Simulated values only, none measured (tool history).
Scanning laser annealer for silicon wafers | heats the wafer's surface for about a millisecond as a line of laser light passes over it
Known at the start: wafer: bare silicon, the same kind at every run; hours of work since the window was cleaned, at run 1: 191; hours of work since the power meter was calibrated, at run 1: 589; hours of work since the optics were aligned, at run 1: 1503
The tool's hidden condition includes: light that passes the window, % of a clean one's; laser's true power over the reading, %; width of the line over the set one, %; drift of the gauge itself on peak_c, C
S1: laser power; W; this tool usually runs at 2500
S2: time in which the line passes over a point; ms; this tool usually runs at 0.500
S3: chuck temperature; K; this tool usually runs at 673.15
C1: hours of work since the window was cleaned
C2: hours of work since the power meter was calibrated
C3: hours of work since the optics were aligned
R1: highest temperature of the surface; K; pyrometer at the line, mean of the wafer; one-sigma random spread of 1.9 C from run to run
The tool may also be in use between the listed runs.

| run | hour | S1 | S2 | S3 | C1 | C2 | C3 | R1 |
|---|---|---|---|---|---|---|---|---|
| 1 | 0.0 | 2500 | 0.500 | 673.15 | 191 | 589 | 1503 | 1502.15 |
| 2 | 21.7 | 2500 | 0.500 | 673.15 | 205 | 604 | 1518 | 1499.15 |
| 3 | 65.7 | 2500 | 0.500 | 673.15 | 235 | 634 | 1548 | 1491.15 |
| 4 | 89.2 | 2500 | 0.500 | 673.15 | 251 | 650 | 1564 | 1495.15 |
|  | 124.0 | optics aligned, line set to its width |
| 5 | 131.7 | 2500 | 0.500 | 673.15 | 277 | 676 | 5 | 1502.15 |
| 6 | 176.5 | 2500 | 0.500 | 673.15 | 307 | 706 | 36 | 1500.15 |
| 7 | 222.7 | 2500 | 0.500 | 673.15 | 339 | 738 | 67 | 1500.15 |
| 8 | 272.8 | 2500 | 0.500 | 663.15 | 373 | 772 | 101 | 1484.15 |
| 9 | 294.6 | 2500 | 0.500 | 663.15 | 388 | 787 | 116 | 1485.15 |
| 10 | 325.4 | 2500 | 0.388 | 673.15 | 409 | 808 | 137 | 1396.15 |
| 11 | 363.7 | 2500 | 0.500 | 673.15 | 435 | 834 | 163 | 1493.15 |
| 12 | 396.6 | 2500 | 0.500 | 673.15 | 457 | 856 | 186 | 1492.15 |
|  | 434.9 | window over the wafer cleaned |
| 13 | 440.5 | 2500 | 0.500 | 673.15 | 4 | 885 | 214 | 1516.15 |
| 14 | 492.1 | 2500 | 0.500 | 673.15 | 39 | 920 | 249 | 1512.15 |
| 15 | 542.5 | 2500 | 0.357 | 673.15 | 73 | 954 | 284 | 1383.15 |
| 16 | 568.2 | 2500 | 0.357 | 673.15 | 91 | 972 | 301 | 1380.15 |
| 17 | 610.6 | 2201 | 0.500 | 673.15 | 120 | 1001 | 330 | 1415.15 |
| 18 | 636.2 | 2367 | 0.458 | 691.15 | 137 | 1018 | 347 | 1448.15 |
| 19 | 657.9 | 2367 | 0.458 | 691.15 | 152 | 1033 | 362 | 1450.15 |
| 20 | 679.6 | 2649 | 0.520 | 654.15 | 167 | 1048 | 377 | 1546.15 |
| 21 | 708.6 | 2131 | 0.575 | 685.15 | 186 | 1067 | 397 | 1451.15 |
| 22 | 751.6 | 2442 | 0.570 | 670.15 | 216 | 1097 | 426 | 1535.15 |
| 23 | 803.6 | 2511 | 0.396 | 673.15 | 251 | 1132 | 461 | 1415.15 |
| 24 | 824.8 | 2511 | 0.396 | 673.15 | 265 | 1146 | 476 | 1413.15 |
| 25 | 871.5 | 2320 | 0.396 | 675.15 | 297 | 1178 | 508 | 1363.15 |
| 26 | 915.4 | 2320 | 0.396 | 675.15 | 327 | 1208 | 538 | 1363.15 |
| 27 | 940.1 | 2320 | 0.396 | 675.15 | 344 | 1225 | 554 | 1363.15 |
| 28 | 990.4 | 2320 | 0.396 | 675.15 | 378 | 1259 | 589 | 1360.15 |
| 29 | 1022.7 | 2701 | 0.581 | 675.15 | 400 | 1281 | 611 | 1623.15 |
| 30 | 1051.6 | 2132 | 0.500 | 645.15 | 420 | 1301 | 630 | 1353.15 |
| 31 | 1085.8 | 2414 | 0.378 | 673.15 | 443 | 1324 | 654 | 1368.15 |

3 options for the next run, each taken on its own from the tool as it stands now. Forecast them:
| A | 1133.5 | 2359 | 0.500 | 650.15 | 476 | 1357 | 686 | ? |
| B | 1133.5 | 2514 | 0.455 | 673.15 | 476 | 1357 | 686 | ? |
| C | 1133.5 | 2396 | 0.386 | 708.15 | 476 | 1357 | 686 | ? |

| run | R1 |
|---|---|
| A | 1428.15 |
| B | 1460.15 |
| C | 1400.15 |
Without the tool's hidden state the same runs would have given:
| run | R1 |
|---|---|
| A | 1453.15 |
| B | 1486.15 |
| C | 1422.15 |
